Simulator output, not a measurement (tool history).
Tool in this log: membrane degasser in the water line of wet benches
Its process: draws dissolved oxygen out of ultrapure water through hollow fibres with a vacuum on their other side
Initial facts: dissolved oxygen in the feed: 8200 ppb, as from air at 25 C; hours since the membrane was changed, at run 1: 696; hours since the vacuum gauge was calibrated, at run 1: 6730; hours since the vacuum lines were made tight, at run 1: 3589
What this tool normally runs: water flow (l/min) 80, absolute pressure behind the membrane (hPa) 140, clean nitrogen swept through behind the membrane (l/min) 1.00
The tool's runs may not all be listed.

run	hour	water flow (l/min)	absolute pressure behind the membrane (hPa)	clean nitrogen swept through behind the membrane (l/min)	hours since the membrane was changed	hours since the vacuum gauge was calibrated	hours since the vacuum lines were made tight	dissolved oxygen in the water behind the degasser (ppb)	pressure that the water loses in the fibres (hPa)
1	0.0	80	140	1.00	696	6730	3589	1399.0	273.4
2	58.3	80	140	1.00	754	6788	3647	1393.5	277.9
3	118.1	80	140	1.00	814	6848	3707	1390.7	277.4
4	159.8	80	140	1.00	856	6890	3749	1415.0	275.5
5	189.2	80	140	1.00	885	6919	3778	1396.2	275.4
6	221.9	80	91	1.00	918	6952	3811	877.7	273.9
7	270.5	80	263	1.00	966	7000	3859	2493.4	275.1
8	312.9	80	93	1.00	1009	7043	3902	918.1	275.9
9	370.6	80	93	1.00	1066	7100	3959	919.4	273.1
10	434.8	80	93	1.00	1131	7165	4024	894.0	277.1
11	484.5	80	140	1.00	1180	7214	4073	1427.5	278.6
12	529.0	81	140	1.00	1225	7259	4118	1428.6	279.8
13	576.9	81	202	1.00	1273	7307	4166	2050.9	279.9
14	618.8	81	202	1.00	1315	7349	4208	2037.3	280.8
15	669.4	81	202	1.00	1365	7399	4258	2042.0	281.8
16	708.2	81	202	1.00	1404	7438	4297	2020.8	277.3
17	766.3	95	119	1.00	1462	7496	4355	1354.1	331.8
18	798.5	115	122	1.20	1494	7528	4387	1438.3	401.0
19	843.8	111	140	0.95	1540	7574	4433	1792.0	383.9
20	910.5	96	152	1.00	1606	7640	4499	1746.3	335.9
# hour 922.2: vacuum gauge calibrated
21	970.9	114	173	0.69	1666	49	4559	2523.0	397.4
22	1025.8	114	173	0.69	1721	104	4614	2523.4	396.4
23	1084.2	104	236	1.24	1780	162	4672	2374.2	360.8
24	1141.0	66	209	1.00	1836	219	4729	1812.7	230.0
25	1190.0	66	209	1.00	1885	268	4778	1830.9	229.0
26	1224.2	85	98	2.61	1920	302	4812	586.8	294.8
27	1269.9	99	117	1.90	1965	348	4858	955.0	341.0
28	1316.5	107	140	0.79	2012	394	4905	1879.6	372.2
29	1360.9	70	140	2.50	2056	439	4949	710.9	246.3
30	1389.8	75	204	0.94	2085	468	4978	1986.0	262.3
31	1440.0	55	139	0.60	2135	518	5028	1424.5	190.7
32	1495.5	55	139	0.60	2191	573	5084	1444.9	192.4

Subtracting, for every run, the result it would have given without the tool's unlogged condition from the measured result gives the following. The same run-to-run variation enters both numbers; the gauge's scatter may not:
The tool's hidden condition here consists of: membrane still open, %; true pressure behind the membrane over the reading, kPa; air that leaks in behind the membrane, l/min; drift of the gauge itself on oxygen_ppb, %; drift of the gauge itself on loss_of_pressure_kpa, %.
run	dissolved oxygen in the water behind the degasser (ppb)	pressure that the water loses in the fibres (hPa)
1	+15.9	+1.7
2	+16.2	+1.8
3	+16.4	+2.0
4	+17.1	+2.1
5	+17.0	+2.2
6	+20.7	+2.3
7	+12.0	+2.4
8	+21.7	+2.6
9	+22.1	+2.7
10	+21.9	+2.9
11	+19.2	+3.0
12	+19.4	+3.2
13	+16.2	+3.4
14	+16.3	+3.5
15	+16.6	+3.7
16	+16.6	+3.7
17	+24.7	+4.6
18	+27.1	+5.7
19	+24.9	+5.7
20	+22.8	+5.2
21	+0.7	+6.3
22	+1.1	+6.6
23	+7.7	+6.2
24	+6.1	+4.0
25	+6.4	+4.2
26	+14.4	+5.5
27	+15.9	+6.5
28	+8.5	+7.2
29	+12.9	+4.9
30	+6.2	+5.3
31	+2.1	+4.0
32	+2.4	+4.1
